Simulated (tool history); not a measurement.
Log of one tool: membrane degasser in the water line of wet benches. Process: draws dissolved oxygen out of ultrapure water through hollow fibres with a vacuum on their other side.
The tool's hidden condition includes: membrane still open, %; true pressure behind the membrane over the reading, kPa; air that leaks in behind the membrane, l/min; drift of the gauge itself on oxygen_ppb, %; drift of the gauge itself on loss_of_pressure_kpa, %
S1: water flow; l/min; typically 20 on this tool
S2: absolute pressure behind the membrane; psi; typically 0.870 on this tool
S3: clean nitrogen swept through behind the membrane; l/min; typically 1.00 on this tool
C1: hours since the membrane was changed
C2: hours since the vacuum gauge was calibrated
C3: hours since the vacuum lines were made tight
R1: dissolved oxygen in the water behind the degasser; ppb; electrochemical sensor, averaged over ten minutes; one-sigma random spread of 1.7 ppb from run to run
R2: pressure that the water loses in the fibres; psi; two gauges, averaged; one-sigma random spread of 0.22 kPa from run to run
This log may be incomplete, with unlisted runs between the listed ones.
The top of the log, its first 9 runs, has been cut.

run 10 day=10.317 | S1=20 S2=0.870 S3=1.00 | C1=2039 C2=1611 C3=12706 | R1=175.7 R2=7.861
run 11 day=11.821 | S1=20 S2=0.870 S3=1.00 | C1=2075 C2=1647 C3=12742 | R1=173.7 R2=7.858
run 12 day=13.058 | S1=20 S2=0.870 S3=1.00 | C1=2104 C2=1677 C3=12771 | R1=175.9 R2=7.796
run 13 day=14.012 | S1=20 S2=0.870 S3=1.00 | C1=2127 C2=1699 C3=12794 | R1=171.7 R2=7.823
run 14 day=14.892 | S1=20 S2=1.933 S3=1.00 | C1=2148 C2=1720 C3=12815 | R1=474.2 R2=7.881
run 15 day=15.892 | S1=20 S2=0.609 S3=1.00 | C1=2172 C2=1745 C3=12839 | R1=95.9 R2=7.799
run 16 day=17.200 | S1=20 S2=0.609 S3=1.00 | C1=2204 C2=1776 C3=12871 | R1=96.4 R2=7.844
run 17 day=18.125 | S1=20 S2=0.609 S3=1.00 | C1=2226 C2=1798 C3=12893 | R1=97.1 R2=7.784
-- day=18.296 vacuum gauge calibrated
-- day=18.558 seals of the vacuum lines changed
run 18 day=19.621 | S1=20 S2=0.609 S3=1.00 | C1=2259 C2=30 C3=26 | R1=95.3 R2=7.833
run 19 day=20.817 | S1=20 S2=0.599 S3=0.59 | C1=2288 C2=58 C3=54 | R1=117.6 R2=7.838
run 20 day=22.258 | S1=20 S2=0.599 S3=0.59 | C1=2323 C2=93 C3=89 | R1=115.7 R2=7.890
run 21 day=23.288 | S1=20 S2=0.599 S3=0.59 | C1=2347 C2=118 C3=114 | R1=116.7 R2=7.791
-- day=23.650 vacuum gauge calibrated, once more
run 22 day=24.671 | S1=20 S2=0.599 S3=0.59 | C1=2380 C2=25 C3=146 | R1=118.1 R2=7.751
run 23 day=25.771 | S1=26 S2=0.870 S3=1.00 | C1=2407 C2=51 C3=173 | R1=244.7 R2=10.193
run 24 day=27.588 | S1=26 S2=0.870 S3=1.00 | C1=2450 C2=94 C3=216 | R1=239.8 R2=10.251
run 25 day=29.188 | S1=26 S2=0.870 S3=1.00 | C1=2489 C2=133 C3=255 | R1=242.5 R2=10.129
run 26 day=30.125 | S1=26 S2=0.870 S3=1.00 | C1=2511 C2=155 C3=277 | R1=242.3 R2=10.202
run 27 day=31.946 | S1=19 S2=1.102 S3=0.51 | C1=2555 C2=199 C3=321 | R1=368.3 R2=7.427
run 28 day=33.712 | S1=19 S2=1.102 S3=0.51 | C1=2597 C2=242 C3=363 | R1=370.5 R2=7.381
run 29 day=35.062 | S1=15 S2=1.102 S3=0.51 | C1=2629 C2=274 C3=396 | R1=296.0 R2=5.832
run 30 day=36.121 | S1=19 S2=0.661 S3=2.45 | C1=2655 C2=299 C3=421 | R1=73.2 R2=7.443
run 31 day=37.471 | S1=19 S2=0.661 S3=2.45 | C1=2687 C2=332 C3=453 | R1=73.6 R2=7.462
run 32 day=38.546 | S1=21 S2=0.727 S3=1.00 | C1=2713 C2=357 C3=479 | R1=141.7 R2=8.250

Branching from run 32: 3 alternative next runs. What would each branch give?
run A day=40.146 | S1=31 S2=0.727 S3=1.76 | C1=2752 C2=396 C3=518 | R1=? R2=?
run B day=40.146 | S1=23 S2=1.009 S3=0.49 | C1=2752 C2=396 C3=518 | R1=? R2=?
run C day=40.146 | S1=21 S2=0.870 S3=1.00 | C1=2752 C2=396 C3=518 | R1=? R2=?

run=A R1=191.2 R2=12.198
run=B R1=400.4 R2=8.947
run=C R1=185.0 R2=8.247
Without the tool's unlogged condition, the same runs would have read:
run=A R1=182.0 R2=12.028
run=B R1=391.2 R2=8.823
run=C R1=178.4 R2=8.132
